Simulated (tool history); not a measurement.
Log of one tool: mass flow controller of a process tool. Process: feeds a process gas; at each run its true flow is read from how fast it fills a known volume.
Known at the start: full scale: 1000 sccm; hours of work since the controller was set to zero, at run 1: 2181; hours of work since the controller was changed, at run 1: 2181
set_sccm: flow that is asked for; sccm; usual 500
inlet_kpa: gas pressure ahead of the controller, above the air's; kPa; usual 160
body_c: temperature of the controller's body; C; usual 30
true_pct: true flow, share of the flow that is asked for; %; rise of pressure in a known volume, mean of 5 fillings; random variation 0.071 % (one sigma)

run,hour,set_sccm,inlet_kpa,body_c,hours of work since the controller was set to zero,hours of work since the controller was changed,true_pct
1,0,500,160,30,2181,2181,98.12
2,48.7,500,160,30,2212,2212,98.22
3,89.6,500,160,30,2238,2238,98.17
4,147.4,500,249,30,2275,2275,98.53
5,218.9,500,249,30,2321,2321,98.58
6,265,500,249,30,2350,2350,98.63
7,305.2,500,249,39,2376,2376,99.1
8,357.9,500,249,39,2410,2410,99.18
9,407.4,500,249,39,2442,2442,99.12
10,452.4,500,160,21,2470,2470,97.29
11,536.8,500,160,21,2524,2524,97.2
12,599,500,160,21,2564,2564,97.29
13,636.5,500,160,34,2588,2588,98.26
14,676.8,500,160,34,2614,2614,98.14
15,724.4,500,178,28,2644,2644,97.81
16,783.5,500,178,28,2682,2682,97.86
17,864.9,500,178,28,2734,2734,97.73
18,950,500,178,28,2789,2789,97.66
19,992.3,500,178,28,2816,2816,97.74
20,1063.5,500,178,28,2862,2862,97.56
21,1139.7,199,171,28,2910,2910,95.17
22,1181.4,199,213,21,2937,2937,94.79
23,1245.3,299,156,25,2978,2978,96.01
24,1330.5,335,219,34,3032,3032,97.24
25,1411.2,296,154,33,3084,3084,96.57
26,1486.9,296,154,32,3132,3132,96.35
27,1531.7,101,209,38,3161,3161,91.82

Hidden state or all else? Some run-to-run changes of true_pct, split into what the settings, what came in and random variation would give without the hidden state, and what is left for the hidden state (with any gauge scatter that isn't in both results):
The hidden state here: flow at rest that the sensor doesn't see, % of full scale; true flow over the shown one, %; drift of the gauge itself on true_pct, %.
Run 20 -> 21: set_sccm 500 -> 199, inlet_kpa 178 -> 171. true_pct -2.39 %: hidden state -2.2, all else -0.19.
Run 26 -> 27: set_sccm 296 -> 101, inlet_kpa 154 -> 209, body_c 32 -> 38. true_pct -4.53 %: hidden state -5.09, all else +0.56.

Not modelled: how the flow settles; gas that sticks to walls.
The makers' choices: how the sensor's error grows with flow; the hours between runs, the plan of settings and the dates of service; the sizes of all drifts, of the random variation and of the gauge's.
